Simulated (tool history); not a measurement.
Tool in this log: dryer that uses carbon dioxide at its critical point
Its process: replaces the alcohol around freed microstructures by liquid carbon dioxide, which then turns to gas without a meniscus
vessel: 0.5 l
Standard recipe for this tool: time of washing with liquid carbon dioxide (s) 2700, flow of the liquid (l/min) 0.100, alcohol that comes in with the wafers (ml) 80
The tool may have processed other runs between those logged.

run,day,time of washing with liquid carbon dioxide (s),flow of the liquid (l/min),alcohol that comes in with the wafers (ml),alcohol left in the vessel before it's heated (ppm by volume)
1,0.000,2700,0.100,80,181
2,3.042,2700,0.100,80,196
3,5.250,2700,0.100,80,216
4,7.388,2700,0.100,80,235
5,9.783,2700,0.100,80,260
# day 11.317: purifier's bed changed
6,12.554,2700,0.100,80,236
7,14.879,2700,0.100,80,255
8,17.346,2700,0.097,80,357
9,19.283,2700,0.100,32,130
10,21.046,2700,0.100,80,363
11,23.675,2700,0.100,80,415
# day 24.654: inlet filter changed
12,25.192,2700,0.100,80,133
13,28.075,2700,0.100,80,148
14,29.538,2700,0.100,80,151
15,30.804,2700,0.100,80,157
16,33.238,2700,0.100,80,183
17,35.808,2700,0.100,80,194
18,37.825,2700,0.100,80,217
19,39.692,2700,0.100,80,260
20,42.500,2160,0.065,112,7764
21,45.517,2880,0.096,73,257
22,47.183,2880,0.096,73,286
23,49.996,2700,0.124,22,58
# day 51.875: inlet filter changed
24,52.612,2700,0.124,22,44
25,54.983,1920,0.070,80,4488
26,57.417,1920,0.070,80,4812
27,59.471,1920,0.070,80,5138
28,61.875,1920,0.070,80,5413
29,63.462,2460,0.116,80,176
30,66.288,1620,0.100,80,3034
31,67.667,2700,0.114,35,91

Estimate the outcome of run 32 from the log above:
32,69.054,2700,0.075,23,?

Run 32 produced alcohol left in the vessel before it's heated (ppm by volume) 391.
Were there no unlogged condition in the tool, this run, its random variation unchanged, would have produced alcohol left in the vessel before it's heated (ppm by volume) 183.
